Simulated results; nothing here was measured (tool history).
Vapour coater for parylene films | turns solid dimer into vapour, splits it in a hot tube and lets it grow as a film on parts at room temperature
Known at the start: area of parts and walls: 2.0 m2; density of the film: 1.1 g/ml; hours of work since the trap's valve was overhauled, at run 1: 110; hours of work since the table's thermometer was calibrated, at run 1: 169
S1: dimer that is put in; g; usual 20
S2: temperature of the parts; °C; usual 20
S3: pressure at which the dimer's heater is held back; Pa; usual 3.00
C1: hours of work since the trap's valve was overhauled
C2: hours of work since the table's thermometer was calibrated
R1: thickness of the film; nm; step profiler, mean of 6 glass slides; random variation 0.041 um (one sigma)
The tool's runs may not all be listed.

Run 1, day 0.000: usual settings; C1 110; C2 169. Result: R1 4590 nm.
Run 2, day 2.296: usual settings but S3 3.60 Pa; C1 159; C2 218. Result: R1 4360 nm.
Run 3, day 4.683: usual settings; C1 210; C2 269. Result: R1 4300 nm.
At day 6.008: trap's valve overhauled.
Run 4, day 6.112: usual settings but S1 28 g; C1 2; C2 296. Result: R1 6860 nm.
Run 5, day 7.371: usual settings but S1 28 g; C1 29; C2 323. Result: R1 6590 nm.
Run 6, day 8.608: usual settings; C1 56; C2 349. Result: R1 4710 nm.
Run 7, day 10.867: usual settings; C1 104; C2 398. Result: R1 4550 nm.
Run 8, day 13.167: usual settings but S1 10 g; C1 153; C2 447. Result: R1 2230 nm.
Run 9, day 14.621: usual settings but S1 10 g, S2 21 °C; C1 184; C2 478. Result: R1 2150 nm.
Run 10, day 16.312: usual settings but S1 10 g, S2 21 °C; C1 221; C2 514. Result: R1 2100 nm.
At day 17.296: trap's valve overhauled.
Run 11, day 17.479: usual settings; C1 4; C2 536. Result: R1 4840 nm.
Run 12, day 18.862: usual settings but S2 31 °C; C1 34; C2 565. Result: R1 3720 nm.
Run 13, day 20.688: usual settings but S2 31 °C; C1 73; C2 604. Result: R1 3540 nm.
Run 14, day 21.742: usual settings but S2 31 °C; C1 95; C2 627. Result: R1 3570 nm.
Run 15, day 23.358: usual settings but S2 31 °C; C1 130; C2 662. Result: R1 3540 nm.
Run 16, day 24.971: usual settings but S2 31 °C; C1 164; C2 696. Result: R1 3440 nm.
Run 17, day 27.229: usual settings but S2 31 °C; C1 213; C2 744. Result: R1 3380 nm.
At day 28.450: trap's valve overhauled.
Run 18, day 29.688: usual settings but S1 18 g, S2 21 °C, S3 4.86 Pa; C1 26; C2 793. Result: R1 3960 nm.
Run 19, day 31.008: usual settings but S1 18 g, S2 21 °C, S3 2.18 Pa; C1 55; C2 822. Result: R1 4340 nm.
Run 20, day 32.621: usual settings but S1 14 g, S2 22 °C; C1 89; C2 856. Result: R1 3150 nm.
At day 32.862: table's thermometer calibrated.
Run 21, day 34.979: usual settings but S1 11 g, S2 16 °C; C1 139; C2 45. Result: R1 2800 nm.
Run 22, day 36.650: usual settings but S3 10.49 Pa; C1 175; C2 81. Result: R1 3830 nm.
Run 23, day 37.946: usual settings but S3 10.49 Pa; C1 202; C2 109. Result: R1 3760 nm.
At day 39.650: trap's valve overhauled.
Run 24, day 40.112: usual settings but S3 10.49 Pa; C1 10; C2 152. Result: R1 4180 nm.
Run 25, day 42.079: usual settings but S3 10.49 Pa; C1 52; C2 194. Result: R1 4110 nm.
Run 26, day 43.571: usual settings but S2 19 °C, S3 2.09 Pa; C1 84; C2 226. Result: R1 5020 nm.
At day 45.392: table's thermometer calibrated, once more.
Run 27, day 45.529: usual settings but S2 19 °C, S3 2.09 Pa; C1 125; C2 3. Result: R1 4850 nm.
Run 28, day 47.871: usual settings but S1 28 g, S3 11.02 Pa; C1 175; C2 53. Result: R1 5310 nm.
Run 29, day 50.104: usual settings but S1 28 g, S2 12 °C, S3 11.02 Pa; C1 223; C2 101. Result: R1 6180 nm.
At day 50.858: trap's valve overhauled.
Run 30, day 51.421: usual settings but S1 25 g, S2 18 °C, S3 2.72 Pa; C1 12; C2 126. Result: R1 6370 nm.
Run 31, day 52.550: usual settings but S1 25 g, S2 18 °C, S3 2.72 Pa; C1 36; C2 150. Result: R1 6360 nm.
Run 32, day 54.212: usual settings but S1 23 g, S2 31 °C, S3 4.92 Pa; C1 72; C2 185. Result: R1 3910 nm.

Forecast each of these 3 alternatives for the next run:
Run A, day 56.192: usual settings but S1 11 g, S2 19 °C, S3 8.01 Pa; C1 114; C2 228. Result: R1 ?.
Run B, day 56.192: usual settings but S1 18 g; C1 114; C2 228. Result: R1 ?.
Run C, day 56.192: usual settings but S1 27 g, S2 21 °C; C1 114; C2 228. Result: R1 ?.

run    R1
  A  2240
  B  4100
  C  5990
Without the tool's hidden state the same runs would have given:
run    R1
  A  2390
  B  4380
  C  6410
